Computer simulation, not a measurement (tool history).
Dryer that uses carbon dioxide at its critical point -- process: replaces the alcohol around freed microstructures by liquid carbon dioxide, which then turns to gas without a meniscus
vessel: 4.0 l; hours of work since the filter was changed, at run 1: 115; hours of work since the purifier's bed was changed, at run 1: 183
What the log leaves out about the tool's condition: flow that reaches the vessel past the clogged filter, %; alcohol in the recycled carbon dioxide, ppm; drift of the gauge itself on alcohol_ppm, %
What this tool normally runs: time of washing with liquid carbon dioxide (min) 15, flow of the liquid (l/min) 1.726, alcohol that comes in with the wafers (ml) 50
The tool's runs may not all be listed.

run,hour,time of washing with liquid carbon dioxide (min),flow of the liquid (l/min),alcohol that comes in with the wafers (ml),hours of work since the filter was changed,hours of work since the purifier's bed was changed,alcohol left in the vessel before it's heated (ppm by volume)
1,0,15,1.726,50,115,183,58
2,12.2,15,2.79,50,119,187,14
3,20.5,15,2.79,50,122,190,20
4,36.4,15,2.79,50,127,195,17
5,50.3,15,1.77,50,132,200,66
6,62.6,15,1.726,50,136,204,62
7,76.6,17,1.726,50,141,209,38
8,90.1,17,1.726,50,146,214,39
9,100.1,17,1.726,50,149,217,30
10,107.7,17,1.726,50,152,220,31
11,118.5,17,1.726,50,156,224,40
12,136.3,17,1.726,50,162,230,44
13,150.1,10,1.2,69,166,234,1297
14,166.3,10,2.55,61,172,240,96
15,175.6,14,1.14,26,175,243,224
16,189.6,12,1.71,102,180,248,352
17,207.3,23,1.76,102,186,254,20
18,220.6,15,1.64,91,191,259,146
19,231.5,23,1.64,91,194,262,26
20,247.4,21,1.53,50,200,268,28
21,257.4,21,2.17,50,203,271,10

4 ways to go on from here, each from the tool as it stands after run 21. What would each give?
A,266.2,11,1.726,50,206,274,?
B,266.2,21,2.17,96,206,274,?
C,266.2,12,2.54,50,206,274,?
D,266.2,15,1.75,50,206,274,?

run,alcohol left in the vessel before it's heated (ppm by volume)
A,259
B,20
C,45
D,71
Without the tool's hidden state the same runs would have given:
run,alcohol left in the vessel before it's heated (ppm by volume)
A,174
B,8
C,23
D,39
